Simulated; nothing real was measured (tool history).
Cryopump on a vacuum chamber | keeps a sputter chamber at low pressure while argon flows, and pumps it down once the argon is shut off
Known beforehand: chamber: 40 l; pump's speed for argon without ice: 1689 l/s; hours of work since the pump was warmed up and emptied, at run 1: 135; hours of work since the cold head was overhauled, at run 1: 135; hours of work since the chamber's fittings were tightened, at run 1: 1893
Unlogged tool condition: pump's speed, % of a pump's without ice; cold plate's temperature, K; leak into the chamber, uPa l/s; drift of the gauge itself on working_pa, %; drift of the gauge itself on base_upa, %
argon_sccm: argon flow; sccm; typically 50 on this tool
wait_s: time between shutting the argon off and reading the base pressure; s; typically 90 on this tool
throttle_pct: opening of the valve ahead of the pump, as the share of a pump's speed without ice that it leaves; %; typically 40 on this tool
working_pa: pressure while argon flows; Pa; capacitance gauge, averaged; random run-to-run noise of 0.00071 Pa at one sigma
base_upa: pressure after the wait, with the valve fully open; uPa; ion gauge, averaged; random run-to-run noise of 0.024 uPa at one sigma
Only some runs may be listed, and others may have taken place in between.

| run | hour | argon_sccm | wait_s | throttle_pct | hours of work since the pump was warmed up and emptied | hours of work since the cold head was overhauled | hours of work since the chamber's fittings were tightened | working_pa | base_upa |
|---|---|---|---|---|---|---|---|---|---|
| 1 | 0.0 | 50 | 90 | 40 | 135 | 135 | 1893 | 0.1270 | 1.82 |
| 2 | 48.0 | 50 | 90 | 40 | 169 | 169 | 1926 | 0.1269 | 1.86 |
| 3 | 85.4 | 50 | 176 | 40 | 195 | 195 | 1953 | 0.1289 | 1.52 |
| 4 | 133.9 | 50 | 176 | 40 | 229 | 229 | 1987 | 0.1271 | 1.51 |
| 5 | 160.0 | 50 | 176 | 40 | 248 | 248 | 2005 | 0.1287 | 1.60 |
| 6 | 210.0 | 50 | 176 | 40 | 283 | 283 | 2040 | 0.1289 | 1.61 |
|  | 235.0 | leaking fittings of the chamber tightened, without venting |
| 7 | 249.4 | 50 | 54 | 40 | 309 | 309 | 10 | 0.1290 | 1.38 |
| 8 | 293.0 | 50 | 90 | 40 | 340 | 340 | 41 | 0.1297 | 0.99 |
| 9 | 334.4 | 31 | 118 | 40 | 369 | 369 | 70 | 0.0805 | 0.81 |
| 10 | 370.3 | 50 | 46 | 17 | 394 | 394 | 95 | 0.2985 | 1.68 |
| 11 | 426.5 | 50 | 171 | 17 | 434 | 434 | 135 | 0.2989 | 0.65 |

Forecast run 12:
| 12 | 471.0 | 50 | 171 | 17 | 465 | 465 | 166 | ? | ? |

working_pa: 0.3029 Pa
base_upa: 0.71 uPa
Were there no unlogged condition in the tool, this run, its random variation unchanged, would have produced working_pa 0.2966 Pa, base_upa 0.57 uPa.
